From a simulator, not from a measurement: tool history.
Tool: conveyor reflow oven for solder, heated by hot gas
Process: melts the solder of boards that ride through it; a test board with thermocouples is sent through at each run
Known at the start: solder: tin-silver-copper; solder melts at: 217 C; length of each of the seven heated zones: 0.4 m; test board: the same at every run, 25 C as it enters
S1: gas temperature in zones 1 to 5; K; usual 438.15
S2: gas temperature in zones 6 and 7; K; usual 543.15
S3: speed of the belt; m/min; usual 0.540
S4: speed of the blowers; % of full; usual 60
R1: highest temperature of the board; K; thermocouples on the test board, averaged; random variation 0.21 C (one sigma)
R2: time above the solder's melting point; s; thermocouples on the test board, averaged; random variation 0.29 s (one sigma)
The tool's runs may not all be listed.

run,hour,S1,S2,S3,S4,R1,R2
1,0.0,438.15,543.15,0.540,60,523.75,61.6
2,15.3,438.15,543.15,0.540,60,524.25,61.5
3,27.9,438.15,543.15,0.540,60,523.75,62.0
4,42.1,438.15,543.15,0.540,60,524.35,61.6
5,59.6,438.15,543.15,0.540,62,524.75,62.6
6,71.2,438.15,543.15,0.540,62,524.85,62.8
7,87.4,438.15,543.15,0.540,62,524.75,62.4
8,100.0,438.15,543.15,0.540,60,524.05,61.5
9,108.6,438.15,543.15,0.540,60,523.75,61.4
10,117.5,430.15,543.15,0.540,60,522.35,57.6
11,129.9,430.15,543.15,0.540,60,522.65,57.2
12,141.5,430.15,543.15,0.540,58,521.75,56.1
13,159.1,430.15,543.15,0.540,58,521.95,56.3
14,174.4,430.15,543.15,0.540,58,521.65,56.3
15,186.8,438.15,543.15,0.540,60,524.05,61.6
16,195.8,438.15,543.15,0.540,76,529.05,66.5
17,211.6,438.15,543.15,0.540,76,528.95,66.5
18,226.0,438.15,543.15,0.540,76,528.55,66.7
19,240.0,438.15,545.15,0.590,72,526.65,58.4
20,251.3,438.15,545.15,0.590,72,526.65,58.3
21,261.1,429.15,545.15,0.578,60,521.35,51.1
22,279.3,438.15,538.15,0.540,60,520.05,57.0
23,287.1,438.15,538.15,0.540,60,519.55,57.5
24,300.4,438.15,538.15,0.540,60,519.65,57.4
25,313.4,438.15,540.15,0.540,76,526.15,64.7
# hour 321.3: flux residue cleaned out of gas plates and filters
26,336.7,431.15,533.15,0.465,83,524.05,73.6
27,355.2,438.15,543.15,0.540,81,530.05,68.2
28,369.4,438.15,543.15,0.488,60,527.95,72.6
29,386.2,438.15,543.15,0.458,68,531.85,82.4
30,400.9,438.15,546.15,0.540,60,527.05,63.9

5 ways to go on from here, each from the tool as it stands after run 30. What would each give?
A,413.6,430.15,548.15,0.540,79,?,?
B,413.6,449.15,534.15,0.512,60,?,?
C,413.6,438.15,537.15,0.540,60,?,?
D,413.6,451.15,543.15,0.540,54,?,?
E,413.6,424.15,546.15,0.540,73,?,?

run,R1,R2
A,533.35,67.4
B,520.05,66.5
C,518.75,56.5
D,524.45,66.8
E,529.05,61.6
Without the tool's hidden state the same runs would have given:
run,R1,R2
A,533.35,67.4
B,520.05,66.5
C,518.75,56.5
D,524.45,66.8
E,529.05,61.6
